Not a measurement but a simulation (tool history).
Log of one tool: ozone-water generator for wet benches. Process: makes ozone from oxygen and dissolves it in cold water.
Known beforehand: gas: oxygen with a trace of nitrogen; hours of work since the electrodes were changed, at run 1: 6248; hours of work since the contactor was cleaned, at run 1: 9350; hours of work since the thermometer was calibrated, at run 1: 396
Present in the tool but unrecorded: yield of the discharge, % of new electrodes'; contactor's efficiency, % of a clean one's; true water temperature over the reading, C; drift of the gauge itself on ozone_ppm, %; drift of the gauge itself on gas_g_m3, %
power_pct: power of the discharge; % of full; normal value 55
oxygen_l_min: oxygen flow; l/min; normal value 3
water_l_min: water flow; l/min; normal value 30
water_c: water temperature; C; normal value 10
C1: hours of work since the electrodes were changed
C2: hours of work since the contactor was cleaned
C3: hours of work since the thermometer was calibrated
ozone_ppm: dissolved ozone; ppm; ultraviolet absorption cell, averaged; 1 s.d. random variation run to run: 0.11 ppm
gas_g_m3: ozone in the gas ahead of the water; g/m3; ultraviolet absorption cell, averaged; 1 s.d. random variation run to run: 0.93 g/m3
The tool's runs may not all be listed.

{"run": 1, "hour": 0.0, "power_pct": 55, "oxygen_l_min": 3, "water_l_min": 30, "water_c": 10, "C1": 6248, "C2": 9350, "C3": 396, "ozone_ppm": 8.5, "gas_g_m3": 156}
{"run": 2, "hour": 171.2, "power_pct": 55, "oxygen_l_min": 3, "water_l_min": 30, "water_c": 10, "C1": 6386, "C2": 9488, "C3": 534, "ozone_ppm": 8.6, "gas_g_m3": 156.6}
{"run": 3, "hour": 357.3, "power_pct": 55, "oxygen_l_min": 3, "water_l_min": 33, "water_c": 10, "C1": 6537, "C2": 9639, "C3": 685, "ozone_ppm": 7.6, "gas_g_m3": 157.9}
{"run": 4, "hour": 525.5, "power_pct": 55, "oxygen_l_min": 3, "water_l_min": 33, "water_c": 10, "C1": 6673, "C2": 9775, "C3": 821, "ozone_ppm": 7.5, "gas_g_m3": 157.1}
{"run": 5, "hour": 668.1, "power_pct": 55, "oxygen_l_min": 3, "water_l_min": 30, "water_c": 10, "C1": 6788, "C2": 9890, "C3": 936, "ozone_ppm": 8.4, "gas_g_m3": 156.6}
{"run": 6, "hour": 835.3, "power_pct": 55, "oxygen_l_min": 2.95, "water_l_min": 30, "water_c": 10, "C1": 6924, "C2": 10026, "C3": 1071, "ozone_ppm": 8.6, "gas_g_m3": 159.6}
{"run": 7, "hour": 1014.3, "power_pct": 55, "oxygen_l_min": 2.95, "water_l_min": 30, "water_c": 10, "C1": 7068, "C2": 10170, "C3": 1216, "ozone_ppm": 8.4, "gas_g_m3": 157.8}
{"run": 8, "hour": 1215.9, "power_pct": 55, "oxygen_l_min": 2.95, "water_l_min": 30, "water_c": 10, "C1": 7232, "C2": 10333, "C3": 1379, "ozone_ppm": 8.6, "gas_g_m3": 157.7}
{"run": 9, "hour": 1383.8, "power_pct": 55, "oxygen_l_min": 1.64, "water_l_min": 30, "water_c": 10, "C1": 7367, "C2": 10469, "C3": 1515, "ozone_ppm": 7.6, "gas_g_m3": 230.9}
{"run": 10, "hour": 1537.5, "power_pct": 55, "oxygen_l_min": 3.08, "water_l_min": 30, "water_c": 10, "C1": 7492, "C2": 10594, "C3": 1639, "ozone_ppm": 8.4, "gas_g_m3": 152.7}
{"run": 11, "hour": 1640.6, "power_pct": 55, "oxygen_l_min": 3.08, "water_l_min": 30, "water_c": 10, "C1": 7575, "C2": 10677, "C3": 1723, "ozone_ppm": 8.3, "gas_g_m3": 153.5}
{"run": 12, "hour": 1831.6, "power_pct": 55, "oxygen_l_min": 3.08, "water_l_min": 30, "water_c": 10, "C1": 7730, "C2": 10832, "C3": 1877, "ozone_ppm": 8.7, "gas_g_m3": 153}
{"run": 13, "hour": 1929.0, "power_pct": 41, "oxygen_l_min": 3, "water_l_min": 21, "water_c": 6, "C1": 7808, "C2": 10910, "C3": 1956, "ozone_ppm": 10.3, "gas_g_m3": 124.4}
{"hour": 1985.3, "done": "contactor cleaned"}
{"run": 14, "hour": 2080.8, "power_pct": 75, "oxygen_l_min": 2.06, "water_l_min": 30, "water_c": 10, "C1": 7928, "C2": 77, "C3": 2076, "ozone_ppm": 10.1, "gas_g_m3": 251.8}
{"run": 15, "hour": 2240.1, "power_pct": 76, "oxygen_l_min": 4.42, "water_l_min": 41, "water_c": 6, "C1": 8057, "C2": 206, "C3": 2204, "ozone_ppm": 8.4, "gas_g_m3": 153.7}
{"run": 16, "hour": 2342.7, "power_pct": 55, "oxygen_l_min": 3.24, "water_l_min": 41, "water_c": 15, "C1": 8140, "C2": 289, "C3": 2287, "ozone_ppm": 5.9, "gas_g_m3": 148.2}
{"run": 17, "hour": 2473.1, "power_pct": 66, "oxygen_l_min": 1.88, "water_l_min": 44, "water_c": 10, "C1": 8245, "C2": 395, "C3": 2393, "ozone_ppm": 5.7, "gas_g_m3": 240.8}
{"run": 18, "hour": 2672.0, "power_pct": 66, "oxygen_l_min": 1.88, "water_l_min": 44, "water_c": 10, "C1": 8406, "C2": 555, "C3": 2554, "ozone_ppm": 5.7, "gas_g_m3": 241.4}
{"run": 19, "hour": 2902.1, "power_pct": 55, "oxygen_l_min": 3, "water_l_min": 37, "water_c": 8, "C1": 8592, "C2": 742, "C3": 2740, "ozone_ppm": 6.8, "gas_g_m3": 154.6}

Here are 4 independent what-if runs from the current tool condition. What would each one return?
{"run": "A", "hour": 3042.1, "power_pct": 64, "oxygen_l_min": 3, "water_l_min": 18, "water_c": 11, "C1": 8705, "C2": 855, "C3": 2853, "ozone_ppm": "?", "gas_g_m3": "?"}
{"run": "B", "hour": 3042.1, "power_pct": 55, "oxygen_l_min": 3, "water_l_min": 24, "water_c": 10, "C1": 8705, "C2": 855, "C3": 2853, "ozone_ppm": "?", "gas_g_m3": "?"}
{"run": "C", "hour": 3042.1, "power_pct": 53, "oxygen_l_min": 3, "water_l_min": 25, "water_c": 10, "C1": 8705, "C2": 855, "C3": 2853, "ozone_ppm": "?", "gas_g_m3": "?"}
{"run": "D", "hour": 3042.1, "power_pct": 47, "oxygen_l_min": 1.87, "water_l_min": 34, "water_c": 10, "C1": 8705, "C2": 855, "C3": 2853, "ozone_ppm": "?", "gas_g_m3": "?"}

run=A ozone_ppm=15.8 gas_g_m3=173.1
run=B ozone_ppm=10.8 gas_g_m3=154.5
run=C ozone_ppm=10 gas_g_m3=148.4
run=D ozone_ppm=5.8 gas_g_m3=187.1
Without the tool's unlogged condition, the same runs would have read:
run=A ozone_ppm=15.8 gas_g_m3=177.3
run=B ozone_ppm=10.8 gas_g_m3=158.2
run=C ozone_ppm=10 gas_g_m3=152
run=D ozone_ppm=5.8 gas_g_m3=191.7
